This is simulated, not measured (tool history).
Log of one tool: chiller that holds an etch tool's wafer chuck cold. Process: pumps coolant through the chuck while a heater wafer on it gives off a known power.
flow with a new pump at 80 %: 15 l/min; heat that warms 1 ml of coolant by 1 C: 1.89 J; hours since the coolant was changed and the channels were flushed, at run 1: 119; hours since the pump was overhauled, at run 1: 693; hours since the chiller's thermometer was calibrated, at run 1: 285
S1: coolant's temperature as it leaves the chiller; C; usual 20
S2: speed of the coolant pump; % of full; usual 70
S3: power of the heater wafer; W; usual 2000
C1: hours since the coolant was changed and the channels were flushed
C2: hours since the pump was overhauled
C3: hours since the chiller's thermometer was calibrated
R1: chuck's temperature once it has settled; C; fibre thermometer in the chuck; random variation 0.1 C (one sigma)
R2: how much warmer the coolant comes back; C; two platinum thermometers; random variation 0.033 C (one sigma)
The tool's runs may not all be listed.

{"run": 1, "day": 0.0, "S1": 20, "S2": 70, "S3": 2000, "C1": 119, "C2": 693, "C3": 285, "R1": 38.9, "R2": 4.91}
{"run": 2, "day": 2.329, "S1": 20, "S2": 70, "S3": 2000, "C1": 175, "C2": 749, "C3": 341, "R1": 38.9, "R2": 4.91}
{"run": 3, "day": 3.8, "S1": 20, "S2": 70, "S3": 2000, "C1": 210, "C2": 784, "C3": 376, "R1": 38.8, "R2": 4.85}
{"run": 4, "day": 5.204, "S1": 20, "S2": 70, "S3": 2000, "C1": 244, "C2": 818, "C3": 409, "R1": 38.8, "R2": 4.88}
{"run": 5, "day": 7.454, "S1": 20, "S2": 70, "S3": 2000, "C1": 298, "C2": 872, "C3": 463, "R1": 38.9, "R2": 4.93}
{"run": 6, "day": 8.867, "S1": 20, "S2": 70, "S3": 2000, "C1": 332, "C2": 906, "C3": 497, "R1": 38.9, "R2": 4.83}
{"run": 7, "day": 10.658, "S1": 20, "S2": 70, "S3": 2000, "C1": 375, "C2": 949, "C3": 540, "R1": 38.9, "R2": 4.82}
{"run": 8, "day": 11.996, "S1": 20, "S2": 70, "S3": 2000, "C1": 407, "C2": 981, "C3": 573, "R1": 38.9, "R2": 4.83}
{"run": 9, "day": 13.392, "S1": 20, "S2": 70, "S3": 2000, "C1": 441, "C2": 1014, "C3": 606, "R1": 39, "R2": 4.86}
{"run": 10, "day": 14.667, "S1": 23, "S2": 95, "S3": 1558, "C1": 471, "C2": 1045, "C3": 637, "R1": 34.4, "R2": 2.66}
{"run": 11, "day": 15.925, "S1": 23, "S2": 68, "S3": 1236, "C1": 501, "C2": 1075, "C3": 667, "R1": 34.8, "R2": 3.06}
{"run": 12, "day": 17.442, "S1": 18, "S2": 87, "S3": 2734, "C1": 538, "C2": 1111, "C3": 703, "R1": 39.5, "R2": 5.18}
{"run": 13, "day": 19.496, "S1": 16, "S2": 66, "S3": 2000, "C1": 587, "C2": 1161, "C3": 752, "R1": 35.7, "R2": 5.16}
{"run": 14, "day": 21.738, "S1": 28, "S2": 70, "S3": 2291, "C1": 641, "C2": 1214, "C3": 806, "R1": 49.7, "R2": 5.51}
{"run": 15, "day": 23.388, "S1": 28, "S2": 70, "S3": 2291, "C1": 680, "C2": 1254, "C3": 846, "R1": 49.6, "R2": 5.52}
{"run": 16, "day": 24.975, "S1": 28, "S2": 70, "S3": 2291, "C1": 719, "C2": 1292, "C3": 884, "R1": 49.6, "R2": 5.45}
{"run": 17, "day": 26.967, "S1": 28, "S2": 70, "S3": 2291, "C1": 766, "C2": 1340, "C3": 932, "R1": 49.5, "R2": 5.56}
{"run": 18, "day": 28.592, "S1": 28, "S2": 70, "S3": 2291, "C1": 805, "C2": 1379, "C3": 971, "R1": 49.6, "R2": 5.5}

Forecast each of these 3 alternatives for the next run:
{"run": "A", "day": 30.154, "S1": 16, "S2": 90, "S3": 2000, "C1": 843, "C2": 1416, "C3": 1008, "R1": "?", "R2": "?"}
{"run": "B", "day": 30.154, "S1": 20, "S2": 70, "S3": 1613, "C1": 843, "C2": 1416, "C3": 1008, "R1": "?", "R2": "?"}
{"run": "C", "day": 30.154, "S1": 20, "S2": 99, "S3": 2999, "C1": 843, "C2": 1416, "C3": 1008, "R1": "?", "R2": "?"}

run=A R1=31.5 R2=3.61
run=B R1=35.2 R2=3.82
run=C R1=41.5 R2=4.81
Without the tool's hidden state the same runs would have given:
run=A R1=31.5 R2=3.74
run=B R1=35.2 R2=3.95
run=C R1=41.5 R2=4.94

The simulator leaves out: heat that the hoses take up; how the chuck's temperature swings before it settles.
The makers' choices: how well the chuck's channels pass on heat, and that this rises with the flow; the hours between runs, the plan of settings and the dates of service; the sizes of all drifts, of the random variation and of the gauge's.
